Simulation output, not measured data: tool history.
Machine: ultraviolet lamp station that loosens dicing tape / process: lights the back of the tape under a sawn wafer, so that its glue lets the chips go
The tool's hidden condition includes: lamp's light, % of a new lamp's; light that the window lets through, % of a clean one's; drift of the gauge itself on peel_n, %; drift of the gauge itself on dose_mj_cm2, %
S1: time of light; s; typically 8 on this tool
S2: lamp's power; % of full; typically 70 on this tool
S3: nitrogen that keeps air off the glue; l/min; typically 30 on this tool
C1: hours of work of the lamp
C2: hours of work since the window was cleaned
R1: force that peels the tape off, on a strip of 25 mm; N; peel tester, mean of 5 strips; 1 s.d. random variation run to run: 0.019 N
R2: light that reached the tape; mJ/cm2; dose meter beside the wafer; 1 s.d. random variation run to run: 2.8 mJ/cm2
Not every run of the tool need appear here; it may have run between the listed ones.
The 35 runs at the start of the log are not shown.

run   hour  S1  S2  S3   C1   C2     R1   R2
 36  291.2   5  65  30  322  656  3.153  176
     294.0  -- window cleaned of glue's vapour
 37  298.1   6  60  30  325    2  2.409  232
 38  309.5   6  60  30  331    8  2.372  230
 39  318.8   5  66  30  335   12  2.563  213
 40  326.3   5  66  30  339   16  2.601  215
 41  331.2   5  70  34  341   18  2.325  224
 42  341.7   5  70  30  347   24  2.458  222
 43  352.6   5  70  30  352   29  2.466  227
 44  361.0  15  92  27  356   33  0.152  883

Forecast each of these 4 alternatives for the next run:
  A  370.0   8  71  30  361  38   ?   ?
  B  370.0   8  62  49  361  38   ?   ?
  C  370.0  15  77  30  361  38   ?   ?
  D  370.0   8  65  30  361  38   ?   ?

run     R1   R2
  A  1.140  364
  B  1.011  320
  C  0.199  741
  D  1.332  330
Take away the tool's hidden state, keep each run's random variation, and the runs would have read:
run     R1   R2
  A  0.900  408
  B  0.788  359
  C  0.154  831
  D  1.066  371
